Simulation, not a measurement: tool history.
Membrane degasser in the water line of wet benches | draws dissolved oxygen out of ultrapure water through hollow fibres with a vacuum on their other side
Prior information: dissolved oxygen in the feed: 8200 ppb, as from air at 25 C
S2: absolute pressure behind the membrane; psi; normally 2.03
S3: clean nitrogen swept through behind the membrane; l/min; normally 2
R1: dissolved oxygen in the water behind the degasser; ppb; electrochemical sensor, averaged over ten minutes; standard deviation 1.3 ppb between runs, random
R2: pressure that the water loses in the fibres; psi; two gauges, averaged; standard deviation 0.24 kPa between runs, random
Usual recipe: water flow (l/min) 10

Run 1, hour 0: usual settings. Result: R1 152 ppb, R2 9.045 psi.
Run 2, hour 97.2: usual settings but S2 3.87 psi. Result: R1 297.4 ppb, R2 9.042 psi.
Run 3, hour 239.6: usual settings but S2 1.32 psi. Result: R1 96.1 ppb, R2 9.074 psi.
Run 4, hour 297.6: usual settings but S2 1.32 psi. Result: R1 96.3 ppb, R2 9.033 psi.
Run 5, hour 433.8: usual settings but water flow (l/min) 15. Result: R1 289.2 ppb, R2 13.644 psi.
Run 6, hour 496: usual settings but water flow (l/min) 15. Result: R1 287.5 ppb, R2 13.71 psi.
Run 7, hour 611.2: usual settings but water flow (l/min) 15. Result: R1 294.5 ppb, R2 13.616 psi.
Run 8, hour 742.5: usual settings but S2 4.82 psi. Result: R1 377.1 ppb, R2 9.129 psi.
Run 9, hour 854: usual settings but S2 4.82 psi. Result: R1 369.3 ppb, R2 9.084 psi.
Run 10, hour 974.3: usual settings. Result: R1 155 ppb, R2 9.162 psi.
Run 11, hour 1046: usual settings. Result: R1 152.6 ppb, R2 9.092 psi.
Run 12, hour 1150.4: usual settings. Result: R1 153 ppb, R2 9.148 psi.
Run 13, hour 1256.5: usual settings. Result: R1 152.5 ppb, R2 9.136 psi.
Run 14, hour 1317.6: usual settings. Result: R1 153.6 ppb, R2 9.103 psi.
Run 15, hour 1417.1: usual settings. Result: R1 153.9 ppb, R2 9.105 psi.
Run 16, hour 1509: usual settings. Result: R1 156.1 ppb, R2 9.052 psi.
Run 17, hour 1589.5: usual settings. Result: R1 153.5 ppb, R2 9.155 psi.

Run 18 has not been measured yet. What should we expect?
Run 18, hour 1689.1: usual settings but S2 2.84 psi, S3 2.88 l/min. Result: R1 ?, R2 ?.

R1: 162.2 ppb
R2: 9.13 psi
With no hidden state in the tool, this same run would have given R1 162.1 ppb, R2 9.127 psi.
